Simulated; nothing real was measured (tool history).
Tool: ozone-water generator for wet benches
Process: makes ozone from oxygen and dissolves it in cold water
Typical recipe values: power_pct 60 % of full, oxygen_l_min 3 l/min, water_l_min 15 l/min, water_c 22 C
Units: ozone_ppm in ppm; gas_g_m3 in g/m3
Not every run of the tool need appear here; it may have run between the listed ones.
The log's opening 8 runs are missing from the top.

run	hour	power_pct	oxygen_l_min	water_l_min	water_c	hours of work since the electrodes were changed	hours of work since the contactor was cleaned	hours of work since the thermometer was calibrated	ozone_ppm	gas_g_m3
9	1342.9	60	3	15	17	4976	469	155	25.8	250.8
10	1503.7	60	3.53	15	17	5111	604	290	26	224.6
11	1661.1	60	3	15	19	5243	736	422	25.4	249.3
12	1810.6	46	3	15	22	5368	861	547	19.8	204.4
13	1977.8	60	3	15	22	5509	1002	688	24.1	252.1
14	2090.1	60	3	15	22	5603	1096	782	24.1	249.7
15	2239.4	60	3	15	20	5728	1221	907	25	250.1
16	2433.5	60	1.68	15	20	5891	1384	1070	24.1	358.3
17	2552.4	60	1.68	15	20	5991	1484	1170	23.9	359.5
18	2735.4	82	3	15	20	6145	1638	1324	31.6	317
19	2830.7	68	1.88	16	20	6225	1718	1404	25.2	369.4
20	2960.9	61	3.89	19	18	6334	1827	1513	20.9	214
21	3097.9	100	3.89	19	18	6449	1942	1628	30.3	314.4
22	3262.8	100	3.89	19	18	6587	2080	1766	30.2	317.3
23	3412.7	72	3.89	19	18	6713	2206	1892	23.6	244.6
24	3573.3	49	5.13	19	18	6848	2341	2027	17.5	154.7
25	3762.4	49	5.13	19	24	7007	2500	2186	15.8	155.3
26	3846.6	49	5.13	19	24	7078	2570	2257	15.6	153.6
27	4045.4	49	5.13	19	24	7244	2737	2423	15.9	153.6
# hour 4175.6: gauge calibrated
28	4239.1	99	2.62	19	24	7407	2900	2586	27.9	396.2
29	4381.7	60	3	15	26	7527	3020	2706	23	247.2
30	4543.9	60	3	15	26	7663	3156	2842	23	248.4
# hour 4636.9: water thermometer calibrated
31	4726.3	54	3	15	22	7816	3309	75	22.6	227.3
32	4851.4	61	3	15	22	7921	3414	180	24.2	249.6

4 options for the next run, each taken on its own from the tool as it stands now. Forecast them:
A	4938.6	59	4.89	9	22	7994	3487	253	?	?
B	4938.6	61	3	15	19	7994	3487	253	?	?
C	4938.6	53	2.18	15	18	7994	3487	253	?	?
D	4938.6	65	1.52	14	22	7994	3487	253	?	?

run	ozone_ppm	gas_g_m3
A	30.7	181.1
B	25.5	250.7
C	23	274.4
D	27.1	404.8
What these runs would have given with no unlogged condition in the tool:
run	ozone_ppm	gas_g_m3
A	30.8	180.7
B	25.6	250.2
C	23	273.7
D	27.2	403.9
